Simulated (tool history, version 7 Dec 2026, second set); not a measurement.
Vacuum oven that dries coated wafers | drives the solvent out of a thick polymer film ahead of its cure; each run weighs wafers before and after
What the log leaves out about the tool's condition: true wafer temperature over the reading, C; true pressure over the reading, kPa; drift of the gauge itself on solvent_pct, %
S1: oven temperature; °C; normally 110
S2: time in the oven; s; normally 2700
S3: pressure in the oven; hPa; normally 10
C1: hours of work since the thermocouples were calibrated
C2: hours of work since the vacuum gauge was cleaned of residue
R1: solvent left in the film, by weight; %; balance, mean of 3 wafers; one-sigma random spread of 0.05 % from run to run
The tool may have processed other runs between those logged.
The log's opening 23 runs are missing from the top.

run   hour   S1    S2    S3   C1   C2    R1
 24  472.2  110  3600    10  472  286  2.38
 25    488  110  4500  10.7  481  294  1.63
 26  505.6  122  4500  34.7  491  304  1.63
 27  518.4  122  4500  34.7  498  311  1.63
 28  530.8  110  2940    10  505  318  3.12
     534.6  -- vacuum gauge cleaned of residue and calibrated
 29  544.8  107  2700    10  512    6  4.66
 30    559  107  2700    10  520   14   4.8
 31    574  110  3540   5.6  528   22  2.08

Run 32 comes next. What will it give?
 32  586.7  104  3540  20.9  535  29   ?

{"run 32": {"R1": 5.19}}
Take away the tool's hidden state, keep the run-to-run variation as it was, and the same run would have given R1 4.7 %.
